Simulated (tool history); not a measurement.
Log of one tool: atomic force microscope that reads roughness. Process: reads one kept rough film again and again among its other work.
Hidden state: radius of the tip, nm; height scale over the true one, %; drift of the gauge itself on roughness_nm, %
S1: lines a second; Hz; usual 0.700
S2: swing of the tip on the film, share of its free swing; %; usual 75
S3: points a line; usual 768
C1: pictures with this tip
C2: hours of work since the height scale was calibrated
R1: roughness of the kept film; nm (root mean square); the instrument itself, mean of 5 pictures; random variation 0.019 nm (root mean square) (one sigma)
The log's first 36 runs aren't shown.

run 37 hour=714.6 | S1=1.185 S2=72 S3=506 | C1=142 C2=802 | R1=3.860
run 38 hour=741.1 | S1=2.770 S2=72 S3=424 | C1=176 C2=817 | R1=3.477
run 39 hour=764.8 | S1=0.936 S2=71 S3=263 | C1=207 C2=830 | R1=3.586
run 40 hour=792.2 | S1=1.987 S2=60 S3=768 | C1=242 C2=845 | R1=3.503
-- hour=807.8 new tip fitted
run 41 hour=814.8 | S1=0.736 S2=82 S3=768 | C1=9 C2=857 | R1=4.533
run 42 hour=833.2 | S1=0.700 S2=75 S3=788 | C1=33 C2=868 | R1=4.436
run 43 hour=853.0 | S1=1.096 S2=69 S3=788 | C1=59 C2=879 | R1=4.250
run 44 hour=876.2 | S1=1.096 S2=69 S3=788 | C1=89 C2=892 | R1=4.105
run 45 hour=893.7 | S1=0.657 S2=75 S3=440 | C1=112 C2=901 | R1=3.984
run 46 hour=911.2 | S1=0.657 S2=75 S3=440 | C1=134 C2=911 | R1=3.889
run 47 hour=929.7 | S1=0.802 S2=83 S3=684 | C1=158 C2=921 | R1=3.715
run 48 hour=948.4 | S1=3.773 S2=70 S3=768 | C1=183 C2=932 | R1=3.339
run 49 hour=969.2 | S1=2.058 S2=57 S3=768 | C1=210 C2=943 | R1=3.545
run 50 hour=992.6 | S1=2.058 S2=57 S3=768 | C1=240 C2=956 | R1=3.425
-- hour=1010.0 new tip fitted
run 51 hour=1018.9 | S1=2.851 S2=73 S3=324 | C1=12 C2=971 | R1=4.203
run 52 hour=1043.3 | S1=1.716 S2=81 S3=518 | C1=43 C2=984 | R1=4.038
run 53 hour=1056.4 | S1=1.716 S2=81 S3=518 | C1=60 C2=992 | R1=3.951

4 ways to go on from here, each from the tool as it stands after run 53. What would each give?
run A hour=1076.7 | S1=0.615 S2=79 S3=768 | C1=87 C2=1003 | R1=?
run B hour=1076.7 | S1=1.600 S2=68 S3=298 | C1=87 C2=1003 | R1=?
run C hour=1076.7 | S1=1.816 S2=75 S3=768 | C1=87 C2=1003 | R1=?
run D hour=1076.7 | S1=0.700 S2=70 S3=554 | C1=87 C2=1003 | R1=?

run=A R1=4.094
run=B R1=4.047
run=C R1=3.886
run=D R1=4.161
Without the tool's hidden state the same runs would have given:
run=A R1=4.591
run=B R1=4.538
run=C R1=4.359
run=D R1=4.666
